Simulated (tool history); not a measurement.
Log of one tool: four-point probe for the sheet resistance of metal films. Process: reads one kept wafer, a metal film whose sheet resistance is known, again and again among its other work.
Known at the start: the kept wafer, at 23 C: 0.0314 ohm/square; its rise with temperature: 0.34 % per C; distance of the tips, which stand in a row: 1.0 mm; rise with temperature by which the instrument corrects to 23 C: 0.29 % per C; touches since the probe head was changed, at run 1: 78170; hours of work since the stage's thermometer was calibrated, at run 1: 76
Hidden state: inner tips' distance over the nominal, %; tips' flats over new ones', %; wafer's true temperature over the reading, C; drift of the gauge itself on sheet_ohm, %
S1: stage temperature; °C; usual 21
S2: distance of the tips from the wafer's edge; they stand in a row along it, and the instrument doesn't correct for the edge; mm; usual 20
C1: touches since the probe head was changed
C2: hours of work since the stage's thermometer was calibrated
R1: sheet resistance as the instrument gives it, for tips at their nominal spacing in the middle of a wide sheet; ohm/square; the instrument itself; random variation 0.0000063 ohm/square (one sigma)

run	hour	S1	S2	C1	C2	R1
1	0.0	21	20	78170	76	0.031174
2	94.7	21	20	79906	123	0.031142
3	148.3	21	20	80888	150	0.031154
4	219.7	21	20	82196	186	0.031147
5	321.3	21	20	84057	237	0.031142
6	379.6	21	20	85125	266	0.031137
7	480.5	21	20	86974	316	0.031130
8	566.6	21	20	88553	359	0.031123
9	630.6	21	24	89726	392	0.031116
10	745.4	21	24	91830	449	0.031108
11	837.3	21	24	93513	495	0.031114
12	927.1	21	7	95159	540	0.031421
13	1028.3	21	7	97013	591	0.031404
14	1111.0	21	27	98528	632	0.031092
15	1164.1	21	8	99503	659	0.031317
16	1241.2	21	20	100914	697	0.031105
17	1358.2	21	20	103059	756	0.031091
18	1422.4	21	20	104235	788	0.031105
19	1532.6	21	20	106254	843	0.031093
20	1636.9	27	7	108166	896	0.031489
21	1734.8	27	24	109961	945	0.031167
22	1819.6	27	24	111514	987	0.031159
23	1921.2	27	24	113376	1038	0.031161
24	1992.5	21	5	114682	1074	0.031691
25	2090.5	21	5	116479	1123	0.031684
26	2187.2	22	16	118250	1171	0.031101
# hour 2237.4: new probe head fitted
27	2256.7	21	20	355	1206	0.031368
28	2328.6	21	6	1672	1242	0.031777
29	2405.2	21	6	3076	1280	0.031780
30	2481.6	20	33	4475	1318	0.031312
31	2595.7	20	33	6567	1376	0.031309
32	2688.9	21	9	8275	1422	0.031508
33	2759.0	25	20	9559	1457	0.031408
34	2863.5	25	20	11474	1510	0.031415
35	2932.1	25	20	12731	1544	0.031402
36	2995.7	23	62	13896	1576	0.031323

The same runs without the tool's hidden state, with the same run-to-run variation:
run	R1
1	0.031426
2	0.031397
3	0.031411
4	0.031408
5	0.031406
6	0.031405
7	0.031402
8	0.031398
9	0.031394
10	0.031391
11	0.031401
12	0.031715
13	0.031703
14	0.031392
15	0.031620
16	0.031410
17	0.031402
18	0.031419
19	0.031411
20	0.031816
21	0.031495
22	0.031490
23	0.031497
24	0.032035
25	0.032033
26	0.031449
27	0.031414
28	0.031827
29	0.031834
30	0.031368
31	0.031370
32	0.031573
33	0.031476
34	0.031487
35	0.031477
36	0.031401

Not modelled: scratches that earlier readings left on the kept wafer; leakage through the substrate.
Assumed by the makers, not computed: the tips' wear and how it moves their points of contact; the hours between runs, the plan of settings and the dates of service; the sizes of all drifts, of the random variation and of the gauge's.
